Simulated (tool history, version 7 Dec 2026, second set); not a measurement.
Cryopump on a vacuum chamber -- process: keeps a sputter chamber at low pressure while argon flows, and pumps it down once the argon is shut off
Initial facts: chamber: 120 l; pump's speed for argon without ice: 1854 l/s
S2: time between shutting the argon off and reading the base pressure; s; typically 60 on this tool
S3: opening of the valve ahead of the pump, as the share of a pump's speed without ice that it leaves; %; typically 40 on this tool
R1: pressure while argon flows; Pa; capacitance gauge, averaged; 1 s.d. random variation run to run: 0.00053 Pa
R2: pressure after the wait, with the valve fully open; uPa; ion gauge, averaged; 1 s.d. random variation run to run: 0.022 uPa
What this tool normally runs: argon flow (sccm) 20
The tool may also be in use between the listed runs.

{"run": 1, "day": 0.0, "argon flow (sccm)": 20, "S2": 60, "S3": 40, "R1": 0.0467, "R2": 2.56}
{"run": 2, "day": 1.725, "argon flow (sccm)": 20, "S2": 22, "S3": 40, "R1": 0.047, "R2": 3.25}
{"run": 3, "day": 4.121, "argon flow (sccm)": 20, "S2": 60, "S3": 20, "R1": 0.0925, "R2": 2.65}
{"run": 4, "day": 5.396, "argon flow (sccm)": 20, "S2": 60, "S3": 20, "R1": 0.0923, "R2": 2.74}
{"day": 8.075, "done": "leaking fittings of the chamber tightened, without venting"}
{"run": 5, "day": 8.238, "argon flow (sccm)": 20, "S2": 60, "S3": 39, "R1": 0.0475, "R2": 0.55}
{"run": 6, "day": 9.592, "argon flow (sccm)": 20, "S2": 60, "S3": 39, "R1": 0.0482, "R2": 0.57}
{"run": 7, "day": 10.983, "argon flow (sccm)": 20, "S2": 60, "S3": 39, "R1": 0.0483, "R2": 0.63}
{"run": 8, "day": 12.975, "argon flow (sccm)": 20, "S2": 47, "S3": 52, "R1": 0.0368, "R2": 0.72}
{"run": 9, "day": 15.488, "argon flow (sccm)": 10, "S2": 57, "S3": 42, "R1": 0.0236, "R2": 0.72}
{"run": 10, "day": 17.725, "argon flow (sccm)": 22, "S2": 124, "S3": 25, "R1": 0.0822, "R2": 0.5}
{"run": 11, "day": 19.329, "argon flow (sccm)": 22, "S2": 124, "S3": 25, "R1": 0.0831, "R2": 0.56}
{"run": 12, "day": 20.796, "argon flow (sccm)": 29, "S2": 95, "S3": 40, "R1": 0.0696, "R2": 0.6}
{"run": 13, "day": 23.079, "argon flow (sccm)": 38, "S2": 267, "S3": 19, "R1": 0.187, "R2": 0.54}

Predict each of these 4 candidate next runs independently; none follows another, all start after run 13:
{"run": "A", "day": 25.767, "argon flow (sccm)": 9, "S2": 51, "S3": 54, "R1": "?", "R2": "?"}
{"run": "B", "day": 25.767, "argon flow (sccm)": 13, "S2": 98, "S3": 40, "R1": "?", "R2": "?"}
{"run": "C", "day": 25.767, "argon flow (sccm)": 12, "S2": 106, "S3": 41, "R1": "?", "R2": "?"}
{"run": "D", "day": 25.767, "argon flow (sccm)": 21, "S2": 22, "S3": 28, "R1": "?", "R2": "?"}

run=A R1=0.0158 R2=0.94
run=B R1=0.0314 R2=0.73
run=C R1=0.0290 R2=0.67
run=D R1=0.0711 R2=1.42
With no hidden state in the tool, these same runs would have given:
run=A R1=0.0145 R2=0.63
run=B R1=0.0296 R2=0.41
run=C R1=0.0273 R2=0.36
run=D R1=0.0682 R2=1.11
